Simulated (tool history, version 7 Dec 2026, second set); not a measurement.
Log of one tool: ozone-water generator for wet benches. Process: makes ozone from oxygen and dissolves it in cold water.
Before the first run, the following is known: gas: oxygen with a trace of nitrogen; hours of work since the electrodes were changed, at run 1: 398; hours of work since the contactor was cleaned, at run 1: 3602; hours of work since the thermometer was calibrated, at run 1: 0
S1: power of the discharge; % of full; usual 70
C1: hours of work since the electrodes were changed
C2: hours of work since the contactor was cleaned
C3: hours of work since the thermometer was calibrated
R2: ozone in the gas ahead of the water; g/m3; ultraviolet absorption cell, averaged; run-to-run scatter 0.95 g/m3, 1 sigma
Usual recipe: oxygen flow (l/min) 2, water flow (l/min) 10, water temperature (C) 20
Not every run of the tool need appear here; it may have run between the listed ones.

run 1 day=0 | S1=70 oxygen_flow_(l/min)=2 water_flow_(l/min)=10 water_temperature_(C)=20 | C1=398 C2=3602 C3=0 | dissolved_ozone_(ppm)=13.5 R2=160.9
run 2 day=3.467 | S1=70 oxygen_flow_(l/min)=2 water_flow_(l/min)=10 water_temperature_(C)=20 | C1=455 C2=3659 C3=57 | dissolved_ozone_(ppm)=13.3 R2=159.8
run 3 day=7.133 | S1=70 oxygen_flow_(l/min)=2 water_flow_(l/min)=10 water_temperature_(C)=20 | C1=515 C2=3719 C3=117 | dissolved_ozone_(ppm)=13.2 R2=160.5
run 4 day=9.846 | S1=70 oxygen_flow_(l/min)=2 water_flow_(l/min)=10 water_temperature_(C)=20 | C1=559 C2=3763 C3=161 | dissolved_ozone_(ppm)=13.4 R2=160.5
run 5 day=12.721 | S1=70 oxygen_flow_(l/min)=2 water_flow_(l/min)=10 water_temperature_(C)=20 | C1=606 C2=3810 C3=208 | dissolved_ozone_(ppm)=13.3 R2=159.5
run 6 day=15.408 | S1=70 oxygen_flow_(l/min)=2 water_flow_(l/min)=10 water_temperature_(C)=20 | C1=650 C2=3854 C3=253 | dissolved_ozone_(ppm)=13.3 R2=159.4
run 7 day=17.204 | S1=89 oxygen_flow_(l/min)=2 water_flow_(l/min)=10 water_temperature_(C)=20 | C1=680 C2=3884 C3=282 | dissolved_ozone_(ppm)=16.4 R2=201.8
run 8 day=19.329 | S1=89 oxygen_flow_(l/min)=2 water_flow_(l/min)=10 water_temperature_(C)=20 | C1=715 C2=3919 C3=317 | dissolved_ozone_(ppm)=16.8 R2=199.8
run 9 day=21.529 | S1=89 oxygen_flow_(l/min)=2 water_flow_(l/min)=10 water_temperature_(C)=20 | C1=751 C2=3955 C3=353 | dissolved_ozone_(ppm)=16.6 R2=200.2
run 10 day=25.146 | S1=89 oxygen_flow_(l/min)=2 water_flow_(l/min)=10 water_temperature_(C)=20 | C1=810 C2=4014 C3=412 | dissolved_ozone_(ppm)=16.5 R2=197.6
run 11 day=27.812 | S1=89 oxygen_flow_(l/min)=2 water_flow_(l/min)=10 water_temperature_(C)=20 | C1=854 C2=4058 C3=456 | dissolved_ozone_(ppm)=16.4 R2=198.9
run 12 day=31.062 | S1=89 oxygen_flow_(l/min)=2 water_flow_(l/min)=10 water_temperature_(C)=20 | C1=907 C2=4111 C3=509 | dissolved_ozone_(ppm)=16.4 R2=198.2
run 13 day=34.542 | S1=89 oxygen_flow_(l/min)=2 water_flow_(l/min)=10 water_temperature_(C)=20 | C1=964 C2=4168 C3=566 | dissolved_ozone_(ppm)=16.5 R2=198.3
run 14 day=37.808 | S1=70 oxygen_flow_(l/min)=2 water_flow_(l/min)=10 water_temperature_(C)=25 | C1=1017 C2=4222 C3=620 | dissolved_ozone_(ppm)=12.4 R2=158.8
run 15 day=40.108 | S1=70 oxygen_flow_(l/min)=2 water_flow_(l/min)=10 water_temperature_(C)=25 | C1=1055 C2=4259 C3=657 | dissolved_ozone_(ppm)=12.4 R2=157.3
run 16 day=41.983 | S1=70 oxygen_flow_(l/min)=2 water_flow_(l/min)=7 water_temperature_(C)=12 | C1=1086 C2=4290 C3=688 | dissolved_ozone_(ppm)=19.8 R2=157.1
run 17 day=45.742 | S1=70 oxygen_flow_(l/min)=2 water_flow_(l/min)=11 water_temperature_(C)=15 | C1=1147 C2=4351 C3=750 | dissolved_ozone_(ppm)=12.7 R2=158.9
run 18 day=49.583 | S1=70 oxygen_flow_(l/min)=2 water_flow_(l/min)=10 water_temperature_(C)=15 | C1=1210 C2=4414 C3=813 | dissolved_ozone_(ppm)=14 R2=157.2
run 19 day=52.454 | S1=70 oxygen_flow_(l/min)=2 water_flow_(l/min)=10 water_temperature_(C)=15 | C1=1257 C2=4461 C3=860 | dissolved_ozone_(ppm)=13.8 R2=156.8
run 20 day=54.838 | S1=48 oxygen_flow_(l/min)=2.15 water_flow_(l/min)=9 water_temperature_(C)=13 | C1=1297 C2=4501 C3=899 | dissolved_ozone_(ppm)=11.2 R2=107.2
run 21 day=58.983 | S1=48 oxygen_flow_(l/min)=2.15 water_flow_(l/min)=9 water_temperature_(C)=13 | C1=1364 C2=4569 C3=967 | dissolved_ozone_(ppm)=11 R2=107.2
run 22 day=63.138 | S1=48 oxygen_flow_(l/min)=2.15 water_flow_(l/min)=9 water_temperature_(C)=13 | C1=1433 C2=4637 C3=1035 | dissolved_ozone_(ppm)=11.1 R2=106
run 23 day=65.996 | S1=66 oxygen_flow_(l/min)=1.97 water_flow_(l/min)=15 water_temperature_(C)=19 | C1=1479 C2=4683 C3=1082 | dissolved_ozone_(ppm)=8.4 R2=150.4
run 24 day=69.242 | S1=66 oxygen_flow_(l/min)=1.97 water_flow_(l/min)=15 water_temperature_(C)=19 | C1=1533 C2=4737 C3=1135 | dissolved_ozone_(ppm)=8.5 R2=151.8
run 25 day=71.454 | S1=70 oxygen_flow_(l/min)=3.04 water_flow_(l/min)=12 water_temperature_(C)=20 | C1=1569 C2=4773 C3=1171 | dissolved_ozone_(ppm)=11.2 R2=121.6
run 26 day=75.558 | S1=43 oxygen_flow_(l/min)=2 water_flow_(l/min)=14 water_temperature_(C)=20 | C1=1636 C2=4840 C3=1238 | dissolved_ozone_(ppm)=6 R2=99.8
run 27 day=78.392 | S1=60 oxygen_flow_(l/min)=3.47 water_flow_(l/min)=10 water_temperature_(C)=26 | C1=1683 C2=4887 C3=1285 | dissolved_ozone_(ppm)=9.8 R2=97.7
run 28 day=80.912 | S1=97 oxygen_flow_(l/min)=1.33 water_flow_(l/min)=12 water_temperature_(C)=12 | C1=1724 C2=4928 C3=1326 | dissolved_ozone_(ppm)=15.3 R2=269.1
run 29 day=84.738 | S1=97 oxygen_flow_(l/min)=2.75 water_flow_(l/min)=12 water_temperature_(C)=20 | C1=1787 C2=4991 C3=1389 | dissolved_ozone_(ppm)=14.6 R2=175.5

Each row is a separate what-if for the run after 29, all from the same tool condition, not one after another. Results?
run A day=88.512 | S1=58 oxygen_flow_(l/min)=3.56 water_flow_(l/min)=10 water_temperature_(C)=20 | C1=1848 C2=5052 C3=1451 | dissolved_ozone_(ppm)=? R2=?
run B day=88.512 | S1=70 oxygen_flow_(l/min)=1.14 water_flow_(l/min)=10 water_temperature_(C)=20 | C1=1848 C2=5052 C3=1451 | dissolved_ozone_(ppm)=? R2=?
run C day=88.512 | S1=97 oxygen_flow_(l/min)=2.75 water_flow_(l/min)=6 water_temperature_(C)=13 | C1=1848 C2=5052 C3=1451 | dissolved_ozone_(ppm)=? R2=?

run=A dissolved_ozone_(ppm)=10.5 R2=94.6
run=B dissolved_ozone_(ppm)=12.5 R2=217.6
run=C dissolved_ozone_(ppm)=28.1 R2=174.7
What these runs would have given with no unlogged condition in the tool:
run=A dissolved_ozone_(ppm)=11.2 R2=97.2
run=B dissolved_ozone_(ppm)=13.5 R2=224.8
run=C dissolved_ozone_(ppm)=30.3 R2=182.2

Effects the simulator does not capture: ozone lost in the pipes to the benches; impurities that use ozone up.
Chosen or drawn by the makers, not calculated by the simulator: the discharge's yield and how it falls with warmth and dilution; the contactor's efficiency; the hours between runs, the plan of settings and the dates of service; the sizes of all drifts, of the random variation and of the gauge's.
